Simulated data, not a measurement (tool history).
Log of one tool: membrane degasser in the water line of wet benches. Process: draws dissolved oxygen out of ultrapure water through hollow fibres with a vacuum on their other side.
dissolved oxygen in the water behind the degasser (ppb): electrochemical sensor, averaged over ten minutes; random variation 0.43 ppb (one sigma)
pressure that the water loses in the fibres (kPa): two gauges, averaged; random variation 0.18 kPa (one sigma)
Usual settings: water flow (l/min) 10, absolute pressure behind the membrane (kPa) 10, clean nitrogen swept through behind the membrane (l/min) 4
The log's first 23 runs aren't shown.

run    hour  water flow (l/min)  absolute pressure behind the membrane (kPa)  clean nitrogen swept through behind the membrane (l/min)  hours since the membrane was changed  hours since the vacuum gauge was calibrated  hours since the vacuum lines were made tight  dissolved oxygen in the water behind the degasser (ppb)  pressure that the water loses in the fibres (kPa)
 24  1937.2                   7                                           10                                                      6.01                                  4557                                         2990                                          3418                                                     20.9                                              22.71
 25  2043.2                   7                                           10                                                      6.01                                  4662                                         3096                                          3524                                                     20.8                                              22.59
 26  2127.8                   9                                         13.1                                                     10.14                                  4747                                         3181                                          3609                                                     22.8                                               28.7
 27  2232.1                  14                                         17.2                                                      8.88                                  4851                                         3285                                          3713                                                     59.7                                              44.66
 28  2317.9                   9                                         23.9                                                      8.88                                  4937                                         3371                                          3799                                                     55.2                                              28.58
 29  2417.5                  12                                            8                                                      8.88                                  5037                                         3470                                          3898                                                     19.3                                              38.13
 30    2507                  12                                            8                                                      8.88                                  5126                                         3560                                          3988                                                     19.8                                              38.32
 31  2579.1                   7                                           10                                                      3.34                                  5198                                         3632                                          4060                                                     36.1                                              22.28
 32  2655.4                   8                                          8.9                                                     11.73                                  5275                                         3708                                          4136                                                     10.9                                              25.88

3 ways to go on from here, each from the tool as it stands after run 32. What would each give?
  A  2709.9                  10                                          8.6                                                         4                                  5329                                         3763                                          4191                                                        ?                                                  ?
  B  2709.9                  10                                          8.4                                                      8.27                                  5329                                         3763                                          4191                                                        ?                                                  ?
  C  2709.9                  10                                         15.6                                                      8.52                                  5329                                         3763                                          4191                                                        ?                                                  ?

run  dissolved oxygen in the water behind the degasser (ppb)  pressure that the water loses in the fibres (kPa)
  A                                                     34.9                                              32.19
  B                                                     17.8                                              31.79
  C                                                     37.9                                              31.72
Without the tool's hidden state the same runs would have given:
run  dissolved oxygen in the water behind the degasser (ppb)  pressure that the water loses in the fibres (kPa)
  A                                                     34.9                                              33.06
  B                                                     17.8                                              32.66
  C                                                     37.8                                              32.59
